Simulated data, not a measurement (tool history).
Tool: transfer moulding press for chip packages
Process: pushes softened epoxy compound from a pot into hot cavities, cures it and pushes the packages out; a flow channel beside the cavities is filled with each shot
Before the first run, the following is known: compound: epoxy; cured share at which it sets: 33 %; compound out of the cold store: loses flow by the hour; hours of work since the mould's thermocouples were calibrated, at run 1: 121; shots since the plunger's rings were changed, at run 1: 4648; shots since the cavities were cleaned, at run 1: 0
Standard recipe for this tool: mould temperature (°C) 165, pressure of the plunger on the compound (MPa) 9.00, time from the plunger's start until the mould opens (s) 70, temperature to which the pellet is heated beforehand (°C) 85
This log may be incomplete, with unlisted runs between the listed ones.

| run | hour | mould temperature (°C) | pressure of the plunger on the compound (MPa) | time from the plunger's start until the mould opens (s) | temperature to which the pellet is heated beforehand (°C) | hours of work since the mould's thermocouples were calibrated | shots since the plunger's rings were changed | shots since the cavities were cleaned | incoming compound's hours out of the cold store | length that the compound runs in the flow channel (mm) | greatest force on the pins that push the packages out (N) |
|---|---|---|---|---|---|---|---|---|---|---|---|
| 1 | 0.0 | 165 | 9.00 | 70 | 85 | 121 | 4648 | 0 | 21.0 | 612 | 469 |
| 2 | 27.0 | 170 | 9.00 | 70 | 85 | 134 | 4946 | 298 | 10.5 | 631 | 664 |
| 3 | 47.5 | 165 | 9.00 | 84 | 85 | 144 | 5174 | 526 | 46.8 | 520 | 747 |
|  | 60.3 | cavities cleaned with cleaning compound and waxed |
| 4 | 72.6 | 165 | 9.00 | 84 | 85 | 156 | 5436 | 136 | 29.6 | 567 | 544 |
| 5 | 94.2 | 165 | 7.69 | 70 | 85 | 167 | 5675 | 375 | 12.7 | 577 | 779 |
|  | 120.4 | cavities cleaned with cleaning compound and waxed |
| 6 | 127.6 | 165 | 7.69 | 70 | 85 | 182 | 6029 | 80 | 23.8 | 535 | 552 |
| 7 | 145.2 | 165 | 7.69 | 70 | 85 | 191 | 6223 | 274 | 19.3 | 553 | 693 |
|  | 179.2 | cavities cleaned with cleaning compound and waxed |
|  | 185.7 | plunger's sealing rings changed |
| 8 | 185.7 | 165 | 7.69 | 70 | 85 | 209 | 0 | 45 | 20.9 | 623 | 517 |
| 9 | 205.2 | 173 | 9.00 | 70 | 85 | 218 | 216 | 261 | 17.5 | 668 | 630 |
| 10 | 235.6 | 173 | 9.00 | 70 | 85 | 233 | 552 | 597 | 43.2 | 576 | 801 |
|  | 242.7 | cavities cleaned with cleaning compound and waxed |
| 11 | 274.7 | 161 | 9.00 | 70 | 85 | 252 | 970 | 355 | 44.3 | 583 | 797 |
|  | 302.4 | cavities cleaned with cleaning compound and waxed |
| 12 | 308.8 | 161 | 9.00 | 62 | 85 | 268 | 1330 | 71 | 15.6 | 677 | 796 |
| 13 | 348.1 | 161 | 9.00 | 62 | 85 | 287 | 1765 | 506 | 43.8 | 575 | 1104 |
|  | 364.1 | cavities cleaned with cleaning compound and waxed |
| 14 | 386.1 | 161 | 9.00 | 62 | 85 | 305 | 2170 | 244 | 15.9 | 662 | 950 |
| 15 | 410.2 | 162 | 9.00 | 75 | 85 | 317 | 2437 | 511 | 20.5 | 634 | 847 |
|  | 425.8 | cavities cleaned with cleaning compound and waxed |
| 16 | 428.3 | 165 | 10.36 | 70 | 85 | 325 | 2620 | 27 | 41.9 | 604 | 494 |
| 17 | 455.4 | 165 | 10.36 | 70 | 85 | 338 | 2920 | 327 | 26.7 | 652 | 684 |
| 18 | 479.9 | 165 | 10.36 | 70 | 85 | 350 | 3192 | 599 | 39.0 | 607 | 819 |
|  | 487.6 | cavities cleaned with cleaning compound and waxed |
| 19 | 516.9 | 165 | 9.00 | 55 | 91 | 368 | 3585 | 324 | 44.7 | 550 | 917 |
|  | 546.5 | cavities cleaned with cleaning compound and waxed |
| 20 | 546.8 | 165 | 9.00 | 55 | 91 | 382 | 3900 | 2 | 19.6 | 621 | 634 |
| 21 | 575.3 | 167 | 9.00 | 88 | 91 | 396 | 4216 | 318 | 24.6 | 598 | 659 |
| 22 | 598.0 | 171 | 8.16 | 88 | 91 | 407 | 4467 | 569 | 38.7 | 518 | 755 |
|  | 607.6 | cavities cleaned with cleaning compound and waxed |
| 23 | 632.0 | 170 | 9.00 | 70 | 85 | 423 | 4828 | 271 | 44.2 | 526 | 619 |
|  | 666.8 | cavities cleaned with cleaning compound and waxed |
| 24 | 670.2 | 169 | 7.00 | 70 | 85 | 441 | 5235 | 38 | 23.3 | 519 | 487 |
| 25 | 693.4 | 169 | 10.86 | 70 | 77 | 452 | 5491 | 294 | 15.7 | 671 | 650 |

What does the tool deliver on the next run?
| 26 | 713.1 | 173 | 9.00 | 70 | 85 | 462 | 5709 | 512 | 12.2 | ? | ? |

{"run 26": {"length that the compound runs in the flow channel (mm)": 608, "greatest force on the pins that push the packages out (N)": 740}}
If the tool had no hidden condition, the same run with the same run-to-run variation would have returned length that the compound runs in the flow channel (mm) 686, greatest force on the pins that push the packages out (N) 419.
